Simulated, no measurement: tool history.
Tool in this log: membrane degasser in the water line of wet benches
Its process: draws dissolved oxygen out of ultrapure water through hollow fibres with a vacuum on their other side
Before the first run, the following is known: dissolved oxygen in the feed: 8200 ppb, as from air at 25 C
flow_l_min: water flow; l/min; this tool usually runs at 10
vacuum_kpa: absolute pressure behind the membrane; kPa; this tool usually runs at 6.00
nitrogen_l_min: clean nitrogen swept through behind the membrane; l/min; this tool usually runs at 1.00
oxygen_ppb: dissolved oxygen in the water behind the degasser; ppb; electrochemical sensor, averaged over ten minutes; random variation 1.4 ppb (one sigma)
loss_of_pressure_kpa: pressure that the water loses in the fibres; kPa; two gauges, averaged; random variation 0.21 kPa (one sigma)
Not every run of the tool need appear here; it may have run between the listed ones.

{"run": 1, "hour": 0.0, "flow_l_min": 10, "vacuum_kpa": 6.0, "nitrogen_l_min": 1.0, "oxygen_ppb": 149.9, "loss_of_pressure_kpa": 48.05}
{"run": 2, "hour": 87.0, "flow_l_min": 10, "vacuum_kpa": 6.0, "nitrogen_l_min": 1.0, "oxygen_ppb": 148.6, "loss_of_pressure_kpa": 47.7}
{"run": 3, "hour": 201.0, "flow_l_min": 10, "vacuum_kpa": 6.24, "nitrogen_l_min": 1.0, "oxygen_ppb": 151.6, "loss_of_pressure_kpa": 48.36}
{"run": 4, "hour": 317.3, "flow_l_min": 10, "vacuum_kpa": 6.0, "nitrogen_l_min": 1.0, "oxygen_ppb": 147.2, "loss_of_pressure_kpa": 48.2}
{"run": 5, "hour": 416.8, "flow_l_min": 10, "vacuum_kpa": 6.0, "nitrogen_l_min": 1.0, "oxygen_ppb": 146.9, "loss_of_pressure_kpa": 48.12}
{"run": 6, "hour": 527.2, "flow_l_min": 10, "vacuum_kpa": 6.0, "nitrogen_l_min": 1.0, "oxygen_ppb": 150.0, "loss_of_pressure_kpa": 48.2}
{"run": 7, "hour": 613.9, "flow_l_min": 14, "vacuum_kpa": 6.0, "nitrogen_l_min": 1.0, "oxygen_ppb": 228.9, "loss_of_pressure_kpa": 67.85}
{"run": 8, "hour": 729.6, "flow_l_min": 14, "vacuum_kpa": 6.0, "nitrogen_l_min": 1.0, "oxygen_ppb": 227.9, "loss_of_pressure_kpa": 67.44}
{"run": 9, "hour": 806.8, "flow_l_min": 7, "vacuum_kpa": 6.0, "nitrogen_l_min": 1.0, "oxygen_ppb": 93.9, "loss_of_pressure_kpa": 33.84}
{"run": 10, "hour": 880.1, "flow_l_min": 10, "vacuum_kpa": 6.0, "nitrogen_l_min": 1.0, "oxygen_ppb": 149.5, "loss_of_pressure_kpa": 48.41}
{"run": 11, "hour": 956.0, "flow_l_min": 10, "vacuum_kpa": 6.0, "nitrogen_l_min": 1.0, "oxygen_ppb": 150.5, "loss_of_pressure_kpa": 48.66}
{"run": 12, "hour": 1069.9, "flow_l_min": 10, "vacuum_kpa": 6.0, "nitrogen_l_min": 1.0, "oxygen_ppb": 150.4, "loss_of_pressure_kpa": 48.03}
{"run": 13, "hour": 1134.4, "flow_l_min": 10, "vacuum_kpa": 6.0, "nitrogen_l_min": 1.0, "oxygen_ppb": 151.4, "loss_of_pressure_kpa": 48.33}
{"run": 14, "hour": 1265.1, "flow_l_min": 10, "vacuum_kpa": 6.0, "nitrogen_l_min": 1.0, "oxygen_ppb": 149.5, "loss_of_pressure_kpa": 48.4}
{"run": 15, "hour": 1351.8, "flow_l_min": 10, "vacuum_kpa": 6.0, "nitrogen_l_min": 1.0, "oxygen_ppb": 152.7, "loss_of_pressure_kpa": 48.6}
{"run": 16, "hour": 1449.8, "flow_l_min": 10, "vacuum_kpa": 6.0, "nitrogen_l_min": 0.55, "oxygen_ppb": 200.2, "loss_of_pressure_kpa": 48.48}
{"run": 17, "hour": 1514.9, "flow_l_min": 12, "vacuum_kpa": 8.44, "nitrogen_l_min": 1.39, "oxygen_ppb": 217.4, "loss_of_pressure_kpa": 58.16}
{"run": 18, "hour": 1610.3, "flow_l_min": 8, "vacuum_kpa": 4.83, "nitrogen_l_min": 1.39, "oxygen_ppb": 83.1, "loss_of_pressure_kpa": 38.61}
{"hour": 1691.1, "done": "seals of the vacuum lines changed"}
{"run": 19, "hour": 1731.4, "flow_l_min": 8, "vacuum_kpa": 4.83, "nitrogen_l_min": 1.39, "oxygen_ppb": 81.4, "loss_of_pressure_kpa": 38.67}
{"run": 20, "hour": 1834.9, "flow_l_min": 8, "vacuum_kpa": 4.83, "nitrogen_l_min": 1.39, "oxygen_ppb": 80.8, "loss_of_pressure_kpa": 38.82}
{"run": 21, "hour": 1940.5, "flow_l_min": 7, "vacuum_kpa": 4.57, "nitrogen_l_min": 0.84, "oxygen_ppb": 74.5, "loss_of_pressure_kpa": 34.06}
{"run": 22, "hour": 2024.3, "flow_l_min": 7, "vacuum_kpa": 4.57, "nitrogen_l_min": 0.84, "oxygen_ppb": 73.9, "loss_of_pressure_kpa": 34.24}
{"run": 23, "hour": 2155.1, "flow_l_min": 9, "vacuum_kpa": 11.29, "nitrogen_l_min": 1.0, "oxygen_ppb": 239.4, "loss_of_pressure_kpa": 43.58}
{"run": 24, "hour": 2270.8, "flow_l_min": 9, "vacuum_kpa": 11.29, "nitrogen_l_min": 1.0, "oxygen_ppb": 243.1, "loss_of_pressure_kpa": 43.84}
{"run": 25, "hour": 2382.7, "flow_l_min": 6, "vacuum_kpa": 6.0, "nitrogen_l_min": 0.61, "oxygen_ppb": 99.7, "loss_of_pressure_kpa": 29.46}
{"run": 26, "hour": 2510.9, "flow_l_min": 9, "vacuum_kpa": 7.97, "nitrogen_l_min": 1.01, "oxygen_ppb": 175.9, "loss_of_pressure_kpa": 43.99}
{"run": 27, "hour": 2575.8, "flow_l_min": 6, "vacuum_kpa": 6.0, "nitrogen_l_min": 0.54, "oxygen_ppb": 108.5, "loss_of_pressure_kpa": 29.2}
{"run": 28, "hour": 2703.8, "flow_l_min": 11, "vacuum_kpa": 13.37, "nitrogen_l_min": 0.44, "oxygen_ppb": 626.9, "loss_of_pressure_kpa": 53.76}
{"run": 29, "hour": 2789.2, "flow_l_min": 11, "vacuum_kpa": 13.37, "nitrogen_l_min": 0.44, "oxygen_ppb": 608.1, "loss_of_pressure_kpa": 53.42}
{"run": 30, "hour": 2871.7, "flow_l_min": 11, "vacuum_kpa": 13.37, "nitrogen_l_min": 0.44, "oxygen_ppb": 623.9, "loss_of_pressure_kpa": 53.81}
{"run": 31, "hour": 2954.4, "flow_l_min": 11, "vacuum_kpa": 13.37, "nitrogen_l_min": 0.44, "oxygen_ppb": 622.2, "loss_of_pressure_kpa": 53.83}
{"run": 32, "hour": 3077.0, "flow_l_min": 11, "vacuum_kpa": 13.37, "nitrogen_l_min": 0.44, "oxygen_ppb": 608.4, "loss_of_pressure_kpa": 53.87}

Consider 3 possible next runs. They are alternatives, not a sequence: every one starts from the tool as it was left by run 32. What does each give?
{"run": "A", "hour": 3178.7, "flow_l_min": 10, "vacuum_kpa": 11.37, "nitrogen_l_min": 1.19, "oxygen_ppb": "?", "loss_of_pressure_kpa": "?"}
{"run": "B", "hour": 3178.7, "flow_l_min": 8, "vacuum_kpa": 4.38, "nitrogen_l_min": 2.23, "oxygen_ppb": "?", "loss_of_pressure_kpa": "?"}
{"run": "C", "hour": 3178.7, "flow_l_min": 9, "vacuum_kpa": 13.37, "nitrogen_l_min": 0.44, "oxygen_ppb": "?", "loss_of_pressure_kpa": "?"}

run=A oxygen_ppb=248.2 loss_of_pressure_kpa=49.24
run=B oxygen_ppb=70.2 loss_of_pressure_kpa=38.91
run=C oxygen_ppb=513.1 loss_of_pressure_kpa=43.88
What these runs would have given with no unlogged condition in the tool:
run=A oxygen_ppb=233.4 loss_of_pressure_kpa=47.56
run=B oxygen_ppb=59.9 loss_of_pressure_kpa=37.57
run=C oxygen_ppb=498.2 loss_of_pressure_kpa=42.38
